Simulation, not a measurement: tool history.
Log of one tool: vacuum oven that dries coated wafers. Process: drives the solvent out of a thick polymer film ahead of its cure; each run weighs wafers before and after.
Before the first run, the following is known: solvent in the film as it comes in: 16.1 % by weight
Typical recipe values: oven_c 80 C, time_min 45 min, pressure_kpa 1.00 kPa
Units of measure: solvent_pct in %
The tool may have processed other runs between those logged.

run	hour	oven_c	time_min	pressure_kpa	solvent_pct
1	0.0	80	45	1.00	0.94
2	18.8	80	45	1.00	0.98
3	45.8	80	45	1.00	0.88
4	62.6	80	45	1.00	1.00
5	89.4	80	45	1.00	0.98
6	111.0	80	45	1.00	0.92
# hour 127.5: oven's thermocouples calibrated
7	130.8	80	45	1.00	0.96
8	154.2	69	45	1.00	2.97
9	177.7	69	45	1.00	2.97
10	203.8	80	45	1.73	1.29
11	220.8	80	45	1.73	1.30
12	240.4	80	37	1.00	1.39
13	264.6	80	54	1.00	0.73
14	290.6	80	45	1.00	1.00
15	324.5	80	45	1.00	0.90
16	345.9	80	45	1.00	0.98
17	374.8	80	45	1.00	0.95
18	408.6	80	45	1.00	0.94
19	435.2	80	45	1.00	0.89
20	455.4	80	45	1.00	0.91
21	485.3	80	45	1.00	1.01
22	507.8	80	45	0.87	0.91
23	544.5	80	33	1.00	1.75
24	581.4	80	59	1.00	0.61
25	611.3	80	59	1.00	0.67
26	628.7	80	45	0.56	0.73
27	652.2	77	80	1.00	0.61
28	672.6	80	35	3.97	2.75
29	705.8	94	47	0.51	0.12
30	737.0	74	45	0.54	1.62
31	772.7	74	45	0.54	1.57
32	802.1	86	44	2.00	0.89
33	832.6	86	44	2.00	0.88
34	859.9	94	22	3.94	1.49
35	897.5	80	22	0.73	2.93
36	917.0	80	22	0.73	2.94
37	939.7	80	22	0.73	2.92
38	977.1	66	45	2.06	4.50
39	1012.2	66	45	2.06	4.62
40	1028.7	88	81	0.88	0.33
41	1058.7	70	45	1.00	2.77
42	1091.5	94	45	1.00	0.27
43	1126.5	94	45	1.00	0.32
44	1151.6	94	45	1.00	0.33
45	1172.0	80	56	1.00	0.69
46	1189.1	94	29	1.82	0.62

Each row is a separate what-if for the run after 46, all from the same tool condition, not one after another. Results?
A	1218.6	79	34	1.50	?
B	1218.6	94	72	1.38	?
C	1218.6	92	68	1.00	?
D	1218.6	85	81	0.69	?
E	1218.6	80	45	1.32	?

run	solvent_pct
A	1.92
B	0.38
C	0.34
D	0.29
E	1.07
Without the tool's hidden state the same runs would have given:
run	solvent_pct
A	1.92
B	0.38
C	0.33
D	0.28
E	1.06
